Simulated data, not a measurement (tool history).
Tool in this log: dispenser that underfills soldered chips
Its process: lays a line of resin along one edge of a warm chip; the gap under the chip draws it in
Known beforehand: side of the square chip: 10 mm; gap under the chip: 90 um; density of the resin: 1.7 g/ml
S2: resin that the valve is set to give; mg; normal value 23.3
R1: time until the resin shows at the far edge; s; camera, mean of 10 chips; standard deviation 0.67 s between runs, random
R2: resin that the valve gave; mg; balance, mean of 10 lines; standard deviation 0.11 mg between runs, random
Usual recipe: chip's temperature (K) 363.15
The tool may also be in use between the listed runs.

Run 1, hour 0: usual settings. Result: R1 59.5 s, R2 22.88 mg.
Run 2, hour 8.5: usual settings. Result: R1 82.2 s, R2 22.63 mg.
At hour 9.4: new syringe of resin.
Run 3, hour 13.4: usual settings. Result: R1 70 s, R2 22.68 mg.
Run 4, hour 17.4: usual settings. Result: R1 82.7 s, R2 22.45 mg.
At hour 18.4: new syringe of resin.
Run 5, hour 26.5: usual settings but chip's temperature (K) 375.15. Result: R1 47.7 s, R2 22.43 mg.
At hour 28.1: new syringe of resin.
Run 6, hour 31.4: usual settings but S2 23.9 mg. Result: R1 66.2 s, R2 23 mg.
Run 7, hour 36.6: usual settings but S2 23.9 mg. Result: R1 81.2 s, R2 22.97 mg.
At hour 37.4: new syringe of resin.
Run 8, hour 43.4: usual settings but chip's temperature (K) 372.15. Result: R1 50.3 s, R2 22.32 mg.
At hour 46.9: new syringe of resin.
Run 9, hour 48.1: usual settings but chip's temperature (K) 372.15. Result: R1 41.5 s, R2 22.21 mg.
At hour 56: new syringe of resin.
Run 10, hour 56: usual settings. Result: R1 58.7 s, R2 21.96 mg.
Run 11, hour 61: usual settings. Result: R1 72.7 s, R2 22.01 mg.
At hour 65.4: new syringe of resin.
At hour 69.2: dispensing valve cleaned and set on the balance.
Run 12, hour 70.6: usual settings. Result: R1 66.9 s, R2 23.39 mg.
At hour 75.4: new syringe of resin.
Run 13, hour 79.5: usual settings. Result: R1 68.8 s, R2 23.28 mg.
At hour 84.5: new syringe of resin.
Run 14, hour 86.3: usual settings. Result: R1 62.8 s, R2 23.08 mg.
Run 15, hour 93: usual settings but S2 25.8 mg. Result: R1 81.2 s, R2 25.55 mg.
At hour 93.9: new syringe of resin.
Run 16, hour 98.2: usual settings but S2 25.8 mg. Result: R1 69.4 s, R2 25.4 mg.
At hour 103.6: new syringe of resin.
Run 17, hour 103.7: usual settings. Result: R1 57.6 s, R2 22.81 mg.
Run 18, hour 107.6: usual settings but chip's temperature (K) 373.15, S2 23.5 mg. Result: R1 42.8 s, R2 22.97 mg.
Run 19, hour 112: usual settings but chip's temperature (K) 371.15, S2 24 mg. Result: R1 56.9 s, R2 23.41 mg.
At hour 112.9: new syringe of resin.
Run 20, hour 119: usual settings but chip's temperature (K) 362.15, S2 24.5 mg. Result: R1 77.3 s, R2 23.88 mg.
At hour 122.3: new syringe of resin.
Run 21, hour 123.8: usual settings but chip's temperature (K) 360.15. Result: R1 72.3 s, R2 22.6 mg.
At hour 131.4: new syringe of resin.
Run 22, hour 131.4: usual settings but chip's temperature (K) 358.15, S2 26.6 mg. Result: R1 71.1 s, R2 25.82 mg.
Run 23, hour 138.6: usual settings but chip's temperature (K) 358.15, S2 26.6 mg. Result: R1 98.4 s, R2 25.52 mg.
At hour 140.4: new syringe of resin.
Run 24, hour 147.9: usual settings but chip's temperature (K) 358.15, S2 26.6 mg. Result: R1 98.1 s, R2 25.5 mg.
At hour 149.4: new syringe of resin.
Run 25, hour 156.2: usual settings but S2 21.1 mg. Result: R1 76.9 s, R2 20.2 mg.
At hour 158.4: new syringe of resin.
Run 26, hour 164.6: usual settings but chip's temperature (K) 362.15, S2 19.8 mg. Result: R1 82.6 s, R2 18.6 mg.
At hour 167.9: new syringe of resin.
Run 27, hour 172: usual settings but chip's temperature (K) 350.15, S2 21.8 mg. Result: R1 132.3 s, R2 20.71 mg.
At hour 176.3: dispensing valve cleaned and set on the balance.
At hour 178.1: new syringe of resin.
Run 28, hour 178.1: usual settings but chip's temperature (K) 355.15, S2 27.3 mg. Result: R1 82.4 s, R2 27.19 mg.
Run 29, hour 181.9: usual settings but chip's temperature (K) 352.15, S2 21.8 mg. Result: R1 115.8 s, R2 21.73 mg.
At hour 187: new syringe of resin.
Run 30, hour 190.5: usual settings but chip's temperature (K) 352.15, S2 21.8 mg. Result: R1 112.6 s, R2 21.59 mg.
At hour 196.6: new syringe of resin.
Run 31, hour 196.7: usual settings but chip's temperature (K) 352.15, S2 21.8 mg. Result: R1 95.3 s, R2 21.36 mg.
Run 32, hour 202.2: usual settings but chip's temperature (K) 362.15, S2 20.4 mg. Result: R1 73.3 s, R2 20.04 mg.
At hour 205.6: new syringe of resin.
Run 33, hour 211.9: usual settings but chip's temperature (K) 364.15. Result: R1 68.2 s, R2 22.66 mg.
At hour 214.6: new syringe of resin.
Run 34, hour 217: usual settings but chip's temperature (K) 364.15. Result: R1 60.5 s, R2 22.61 mg.

Measured minus without-hidden-state, run by run (identical run-to-run variation in each term; gauge scatter may differ):
What the log doesn't record here: resin's viscosity, % of fresh resin's; dose that the valve gives, % of what is set; true chip temperature over the reading, C; drift of the gauge itself on fill_s, %; drift of the gauge itself on given_mg, %.
run     R1     R2
  1   -0.4  -0.48
  2  +24.1  -0.58
  3  +10.1  -0.64
  4  +22.6   -0.7
  5  +13.3   -0.8
  6   +6.4  -0.89
  7  +22.1  -0.96
  8  +10.3  -1.01
  9   +1.4  -1.06
 10   -1.1  -1.14
 11  +12.4  -1.22
 12   +9.1     +0
 13   +8.9   -0.1
 14   +2.8   -0.2
 15  +22.5  -0.32
 16   +9.9  -0.38
 17   -2.1  -0.41
 18     +5  -0.47
 19  +15.1  -0.53
 20  +16.2  -0.64
 21   +2.9  -0.67
 22   -2.5  -0.87
 23  +23.1  -0.97
 24  +22.9   -1.1
 25  +16.8  -0.97
 26  +16.1  -0.99
 27  +17.6  -1.18
 28   -3.7  -0.07
 29  +12.7  -0.11
 30   +9.2  -0.21
 31   -7.4  -0.27
 32  +10.8  -0.32
 33  +12.3  -0.49
 34   +2.5  -0.56
